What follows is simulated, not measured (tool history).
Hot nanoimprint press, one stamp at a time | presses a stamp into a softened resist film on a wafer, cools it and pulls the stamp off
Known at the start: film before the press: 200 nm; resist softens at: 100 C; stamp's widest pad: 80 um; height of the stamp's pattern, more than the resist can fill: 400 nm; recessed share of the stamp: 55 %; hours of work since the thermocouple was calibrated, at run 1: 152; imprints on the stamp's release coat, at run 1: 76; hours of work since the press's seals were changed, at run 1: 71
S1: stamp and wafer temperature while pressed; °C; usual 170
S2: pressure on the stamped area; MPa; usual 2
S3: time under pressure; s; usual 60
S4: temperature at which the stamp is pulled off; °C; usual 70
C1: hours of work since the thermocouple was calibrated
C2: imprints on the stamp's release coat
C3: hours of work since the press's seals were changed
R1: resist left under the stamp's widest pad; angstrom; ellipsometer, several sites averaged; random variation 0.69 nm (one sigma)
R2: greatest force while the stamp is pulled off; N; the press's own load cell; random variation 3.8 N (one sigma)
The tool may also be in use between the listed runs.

run,day,S1,S2,S3,S4,C1,C2,C3,R1,R2
1,0,170,2,60,70,152,76,71,824,183
2,3.196,170,2,33,70,210,290,130,1011,202
3,4.683,170,1.87,60,70,238,389,157,863,207
4,7.917,170,1.78,60,70,297,605,217,885,219
# day 9.075: plate thermocouple calibrated
# day 10.246: stamp cleaned and given a new release coat
5,11.121,170,2,37,70,33,59,269,1013,205
6,14.288,170,2,66,70,91,270,327,840,205
7,17.167,170,2,66,70,144,462,380,845,210
8,20.321,170,2.45,60,70,202,673,439,792,227
# day 21.546: stamp cleaned and given a new release coat
9,23.475,170,2.45,60,70,256,129,492,806,197
10,25.65,170,1.77,60,70,296,274,532,966,209
# day 26.908: plate thermocouple calibrated
# day 27.883: plate thermocouple calibrated, once more
11,28.571,170,2.48,60,74,13,452,581,735,195
12,31.75,170,2,44,70,71,665,640,919,215
# day 33.188: stamp cleaned and given a new release coat
13,33.762,171,2.46,119,72,104,39,672,559,181
14,35.933,176,2.09,74,76,144,183,712,598,171

Forecast each of these 5 alternatives for the next run:
A,37.871,178,2.09,74,76,179,313,748,?,?
B,37.871,181,1.38,74,66,179,313,748,?,?
C,37.871,173,2,43,76,179,313,748,?,?
D,37.871,164,1.78,74,67,179,313,748,?,?
E,37.871,176,2.09,74,69,179,313,748,?,?

run,R1,R2
A,560,171
B,654,229
C,856,173
D,1039,216
E,611,212
Without the tool's hidden state the same runs would have given:
run,R1,R2
A,526,155
B,624,209
C,809,156
D,987,196
E,575,192

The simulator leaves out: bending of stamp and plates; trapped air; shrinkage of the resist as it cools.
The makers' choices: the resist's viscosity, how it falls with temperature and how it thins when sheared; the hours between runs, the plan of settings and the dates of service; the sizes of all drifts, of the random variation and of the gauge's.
